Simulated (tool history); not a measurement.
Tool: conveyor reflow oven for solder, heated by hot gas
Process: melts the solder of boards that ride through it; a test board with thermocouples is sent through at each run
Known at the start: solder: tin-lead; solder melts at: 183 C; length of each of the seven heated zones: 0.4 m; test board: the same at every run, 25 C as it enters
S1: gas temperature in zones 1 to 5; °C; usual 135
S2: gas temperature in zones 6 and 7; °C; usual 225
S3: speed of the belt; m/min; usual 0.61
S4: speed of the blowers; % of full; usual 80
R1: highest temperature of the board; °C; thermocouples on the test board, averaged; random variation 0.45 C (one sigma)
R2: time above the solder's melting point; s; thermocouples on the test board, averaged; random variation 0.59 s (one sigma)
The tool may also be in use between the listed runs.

run	day	S1	S2	S3	S4	R1	R2
1	0	135	225	0.61	80	210.1	52.7
2	2.496	147	225	0.61	80	212.1	59.9
3	4.367	135	225	0.61	80	210.4	51.5
4	6.454	135	225	0.61	80	210.1	52.4
5	9.246	135	225	0.61	80	209.6	51.6
6	11.238	135	225	0.61	80	208.9	51.6
7	13.883	135	225	0.61	80	208.3	51
8	15.858	135	225	0.689	80	204.2	39.2
9	17.821	135	225	0.61	80	207.4	50.4
10	19.492	135	225	0.61	80	207.4	49.5
11	20.712	135	225	0.61	80	208	49.3
12	23.242	135	225	0.61	80	211.6	55.2
13	24.612	140	225	0.61	80	212.8	56.3
14	27.108	135	233	0.61	80	218.6	60.2
15	28.458	122	225	0.61	80	209.1	47
16	30.521	135	225	0.61	80	210.1	53.3
17	33.304	137	235	0.666	70	213.3	51
18	34.683	135	226	0.61	80	210.3	53.8
19	36.996	135	226	0.61	80	211.1	51.5
20	38.675	135	226	0.61	80	210.5	50.7
21	40.588	135	226	0.544	80	214.1	62
22	43.404	135	226	0.538	80	213.6	61.8
23	44.742	135	226	0.538	80	213.9	61.7
24	46.546	135	214	0.72	80	194.1	21.8
25	47.825	135	214	0.72	80	193.9	22.6
26	49.375	135	222	0.727	51	192.6	19.5
27	51.721	135	225	0.625	80	211.8	51.4
28	52.929	131	225	0.613	80	211.5	52.1
29	54.146	147	225	0.644	63	207.4	49.2
30	56.062	147	225	0.62	63	208.6	52.7
31	58.058	147	225	0.62	63	207.9	52.5
32	60.55	121	225	0.62	63	202.8	35.5

Taken out of this log: 3 entries between the listed runs. Where each belongs, and how the hidden state differs across it:
Between runs 11 and 12: flux residue cleaned out of gas plates and filters (day 23.062)
  heat that the gas passes to the board, % of a clean oven's: 86.5 -> 99.7; belt's true speed, % of the reading: 98.02 -> 97.96; true gas temperature in zones 6 and 7 over the reading, C: 1.43 -> 1.55
  measured less the result without the state, R1: -2.3 -> +1.9 °C; R2: -2.5 -> +3 s
Between runs 18 and 19: belt drive overhauled, speed set with a stopwatch (day 36.533)
  heat that the gas passes to the board, % of a clean oven's: 92.9 -> 91.6; belt's true speed, % of the reading: 97.67 -> 100.07; true gas temperature in zones 6 and 7 over the reading, C: 2.16 -> 2.28
  measured less the result without the state, R1: +0.5 -> -0.6 °C; R2: +1.2 -> -1.4 s
Between runs 25 and 26: flux residue cleaned out of gas plates and filters (day 48.296)
  heat that the gas passes to the board, % of a clean oven's: 85.4 -> 98.9; belt's true speed, % of the reading: 99.78 -> 99.75; true gas temperature in zones 6 and 7 over the reading, C: 2.9 -> 2.98
  measured less the result without the state, R1: -2.5 -> +1.9 °C; R2: -5.2 -> +3.1 s
